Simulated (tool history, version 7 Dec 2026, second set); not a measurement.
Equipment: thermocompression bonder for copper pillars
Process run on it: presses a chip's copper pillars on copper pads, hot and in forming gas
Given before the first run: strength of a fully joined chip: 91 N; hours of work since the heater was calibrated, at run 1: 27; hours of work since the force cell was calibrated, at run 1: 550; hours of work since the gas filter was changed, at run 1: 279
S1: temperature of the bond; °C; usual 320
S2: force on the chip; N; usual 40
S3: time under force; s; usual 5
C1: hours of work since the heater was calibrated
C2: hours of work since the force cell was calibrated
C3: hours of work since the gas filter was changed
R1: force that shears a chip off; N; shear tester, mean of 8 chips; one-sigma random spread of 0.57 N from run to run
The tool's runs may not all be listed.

Run 1, hour 0.0: usual settings; C1 27; C2 550; C3 279. Result: R1 59.9 N.
Run 2, hour 12.0: usual settings; C1 33; C2 555; C3 284. Result: R1 59.7 N.
Run 3, hour 18.3: usual settings; C1 35; C2 558; C3 287. Result: R1 58.9 N.
Run 4, hour 29.4: usual settings; C1 40; C2 562; C3 292. Result: R1 59.5 N.
Run 5, hour 37.5: usual settings; C1 44; C2 566; C3 295. Result: R1 60.0 N.
Run 6, hour 51.3: usual settings; C1 50; C2 572; C3 301. Result: R1 60.4 N.
Run 7, hour 65.8: usual settings; C1 56; C2 578; C3 307. Result: R1 58.8 N.
Run 8, hour 76.5: usual settings; C1 61; C2 583; C3 312. Result: R1 59.5 N.
Run 9, hour 88.7: usual settings; C1 66; C2 588; C3 317. Result: R1 60.0 N.
Run 10, hour 102.6: usual settings; C1 72; C2 594; C3 323. Result: R1 58.9 N.
Run 11, hour 112.7: usual settings but S3 13 s; C1 76; C2 599; C3 328. Result: R1 73.4 N.
Run 12, hour 126.7: usual settings but S3 13 s; C1 82; C2 605; C3 334. Result: R1 72.0 N.
Run 13, hour 137.3: usual settings but S3 13 s; C1 87; C2 609; C3 338. Result: R1 72.2 N.
Run 14, hour 143.9: usual settings but S1 299 °C; C1 90; C2 612; C3 341. Result: R1 50.5 N.
Run 15, hour 151.9: usual settings but S3 3 s; C1 93; C2 616; C3 345. Result: R1 50.7 N.
Run 16, hour 161.5: usual settings but S3 3 s; C1 97; C2 620; C3 349. Result: R1 51.0 N.
Run 17, hour 169.1: usual settings but S1 350 °C, S2 32 N, S3 3 s; C1 101; C2 623; C3 352. Result: R1 55.5 N.
Run 18, hour 179.8: usual settings but S1 350 °C, S2 32 N, S3 3 s; C1 105; C2 628; C3 357. Result: R1 56.1 N.
Run 19, hour 192.9: usual settings but S3 3 s; C1 111; C2 633; C3 362. Result: R1 50.2 N.
Run 20, hour 202.6: usual settings but S3 3 s; C1 115; C2 638; C3 367. Result: R1 51.3 N.
Run 21, hour 216.6: usual settings but S1 314 °C, S2 49 N, S3 3 s; C1 121; C2 644; C3 373. Result: R1 54.4 N.
At hour 226.4: forming gas filter changed.
Run 22, hour 226.4: usual settings but S1 296 °C, S2 49 N, S3 13 s; C1 125; C2 648; C3 0. Result: R1 73.0 N.

Estimate the outcome of run 23 from the log above:
Run 23, hour 233.4: usual settings but S1 296 °C, S2 49 N, S3 13 s; C1 128; C2 651; C3 3. Result: R1 ?.

R1: 74.3 N
Were there no unlogged condition in the tool, this run, its random variation unchanged, would have produced R1 74.8 N.

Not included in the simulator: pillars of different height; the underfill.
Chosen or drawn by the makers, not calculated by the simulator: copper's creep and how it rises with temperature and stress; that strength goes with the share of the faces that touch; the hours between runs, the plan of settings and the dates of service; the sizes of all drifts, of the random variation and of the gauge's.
